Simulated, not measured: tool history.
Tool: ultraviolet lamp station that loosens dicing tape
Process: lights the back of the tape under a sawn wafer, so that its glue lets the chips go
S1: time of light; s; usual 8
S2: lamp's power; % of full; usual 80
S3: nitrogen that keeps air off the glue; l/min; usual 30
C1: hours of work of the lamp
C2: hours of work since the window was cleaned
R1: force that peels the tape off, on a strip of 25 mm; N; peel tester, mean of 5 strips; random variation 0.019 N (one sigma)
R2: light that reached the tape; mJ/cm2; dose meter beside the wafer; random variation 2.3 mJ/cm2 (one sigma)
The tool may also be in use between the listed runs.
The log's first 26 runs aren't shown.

run	day	S1	S2	S3	C1	C2	R1	R2
27	13.579	8	66	30	292	41	1.578	172
28	14.167	8	66	30	299	47	1.54	173
29	14.538	13	66	30	303	51	0.593	282
30	15.071	9	68	56	308	57	0.764	202
31	15.7	13	80	26	315	63	0.444	335
32	16.238	13	80	26	321	69	0.432	337
33	16.696	8	78	24	325	74	1.457	201
34	17.192	9	83	58	331	79	0.485	237
35	17.621	6	83	58	335	84	1.239	159
36	18.154	14	80	30	341	89	0.323	360
37	18.762	14	80	30	347	96	0.321	357
38	19.05	14	61	30	350	99	0.644	272
39	19.742	14	61	30	358	106	0.678	268
40	20.233	5	80	30	363	112	2.469	130
41	20.579	8	75	36	367	115	1.199	192
42	20.929	8	88	13	370	119	1.932	223
43	21.292	7	80	9	374	123	3.15	176

4 ways to go on from here, each from the tool as it stands after run 43. What would each give?
A	21.792	6	86	9	379	128	?	?
B	21.792	7	68	12	379	128	?	?
C	21.792	13	77	12	379	128	?	?
D	21.792	8	89	27	379	128	?	?

run	R1	R2
A	3.371	164
B	3.211	151
C	1.146	313
D	1.049	225
Without the tool's hidden state the same runs would have given:
run	R1	R2
A	2.861	192
B	2.708	177
C	0.822	367
D	0.747	263

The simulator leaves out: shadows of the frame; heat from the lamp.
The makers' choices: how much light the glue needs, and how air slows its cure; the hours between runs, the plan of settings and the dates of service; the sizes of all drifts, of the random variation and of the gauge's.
